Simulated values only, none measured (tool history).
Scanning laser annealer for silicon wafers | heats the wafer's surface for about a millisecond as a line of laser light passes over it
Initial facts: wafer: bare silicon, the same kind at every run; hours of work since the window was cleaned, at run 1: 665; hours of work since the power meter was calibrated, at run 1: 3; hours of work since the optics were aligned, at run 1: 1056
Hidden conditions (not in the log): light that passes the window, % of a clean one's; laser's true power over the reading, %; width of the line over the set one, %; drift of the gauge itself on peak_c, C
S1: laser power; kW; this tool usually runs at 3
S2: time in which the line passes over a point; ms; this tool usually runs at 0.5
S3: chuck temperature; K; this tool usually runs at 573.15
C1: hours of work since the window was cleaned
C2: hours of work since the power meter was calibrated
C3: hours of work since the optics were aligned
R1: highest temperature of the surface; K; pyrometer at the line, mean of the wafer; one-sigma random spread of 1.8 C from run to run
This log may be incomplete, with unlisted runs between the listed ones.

| run | day | S1 | S2 | S3 | C1 | C2 | C3 | R1 |
|---|---|---|---|---|---|---|---|---|
| 1 | 0 | 3 | 0.5 | 573.15 | 665 | 3 | 1056 | 1265.15 |
| 2 | 0.383 | 3 | 0.416 | 573.15 | 670 | 8 | 1062 | 1212.15 |
| 3 | 0.708 | 3 | 0.5 | 573.15 | 675 | 13 | 1066 | 1269.15 |
| 4 | 1.129 | 3 | 0.5 | 573.15 | 681 | 19 | 1072 | 1265.15 |
| 5 | 1.704 | 3 | 0.5 | 610.15 | 690 | 27 | 1081 | 1304.15 |
| 6 | 2.312 | 3 | 0.5 | 610.15 | 698 | 36 | 1090 | 1303.15 |

Run 7 has not been measured yet. What should we expect?
| 7 | 2.688 | 3.207 | 0.411 | 575.15 | 704 | 42 | 1095 | ? |

{"run 7": {"R1": 1270.15}}
Without the tool's hidden state the same run would have given R1 1304.15 K.
